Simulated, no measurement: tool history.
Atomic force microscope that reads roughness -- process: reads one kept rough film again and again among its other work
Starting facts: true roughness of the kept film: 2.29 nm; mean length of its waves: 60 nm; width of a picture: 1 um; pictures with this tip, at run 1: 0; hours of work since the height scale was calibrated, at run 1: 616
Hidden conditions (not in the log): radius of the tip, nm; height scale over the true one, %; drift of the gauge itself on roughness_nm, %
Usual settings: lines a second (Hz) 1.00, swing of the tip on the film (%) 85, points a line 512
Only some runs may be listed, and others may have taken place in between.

run   hour  lines a second (Hz)  swing of the tip on the film (%)  points a line  pictures with this tip  hours of work since the height scale was calibrated  roughness of the kept film (nm (root mean square))
  1    0.0                 1.00                                85            512                       0                                                  616                                               2.129
  2   18.1                 1.00                                85            512                      27                                                  628                                               2.125
  3   28.5                 1.00                                90            512                      43                                                  635                                               2.077
  4   45.8                 1.00                                85            921                      70                                                  646                                               2.090
  5   68.4                 1.00                                85            921                     105                                                  661                                               2.074
  6   88.6                 1.00                                85            921                     136                                                  674                                               2.063
  7  109.3                 1.00                                85            921                     167                                                  688                                               2.053
  8  124.1                 1.00                                85            921                     190                                                  698                                               2.069
     126.8  -- height scale calibrated on a step standard
  9  137.6                 1.00                                85            921                     209                                                    7                                               2.059
     155.4  -- new tip fitted
 10  159.1                 1.00                                85            512                       6                                                   21                                               2.107
 11  179.0                 1.00                                85            512                      36                                                   34                                               2.117
 12  196.5                 1.00                                85            512                      63                                                   46                                               2.082
 13  216.9                 1.00                                72            304                      94                                                   59                                               2.141
 14  227.6                 1.00                                85            581                     111                                                   66                                               2.069
     238.7  -- height scale calibrated on a step standard, once more
 15  239.4                 1.00                                85            581                     127                                                    0                                               2.080
 16  253.5                 1.00                                85            581                     149                                                   10                                               2.090
 17  272.6                 2.65                                66            512                     178                                                   22                                               2.065
 18  287.9                 2.65                                66            512                     202                                                   33                                               2.052
 19  299.5                 0.74                                85            493                     220                                                   40                                               2.082
     309.1  -- new tip fitted
 20  319.7                 2.66                                71            432                      16                                                   53                                               2.096
 21  338.3                 2.66                                71            432                      44                                                   66                                               2.064
 22  353.4                 2.66                                71            432                      67                                                   76                                               2.070

Each row is a separate what-if for the run after 22, all from the same tool condition, not one after another. Results?
  A  370.8                 1.00                                61            512                      94                                                   87                                                   ?
  B  370.8                 2.20                                68            432                      94                                                   87                                                   ?
  C  370.8                 0.79                                71            432                      94                                                   87                                                   ?
  D  370.8                 0.72                                61            259                      94                                                   87                                                   ?

run  roughness of the kept film (nm (root mean square))
  A                                               2.190
  B                                               2.109
  C                                               2.188
  D                                               2.192
Take away the tool's hidden state, keep each run's random variation, and the runs would have read:
run  roughness of the kept film (nm (root mean square))
  A                                               2.227
  B                                               2.144
  C                                               2.224
  D                                               2.229

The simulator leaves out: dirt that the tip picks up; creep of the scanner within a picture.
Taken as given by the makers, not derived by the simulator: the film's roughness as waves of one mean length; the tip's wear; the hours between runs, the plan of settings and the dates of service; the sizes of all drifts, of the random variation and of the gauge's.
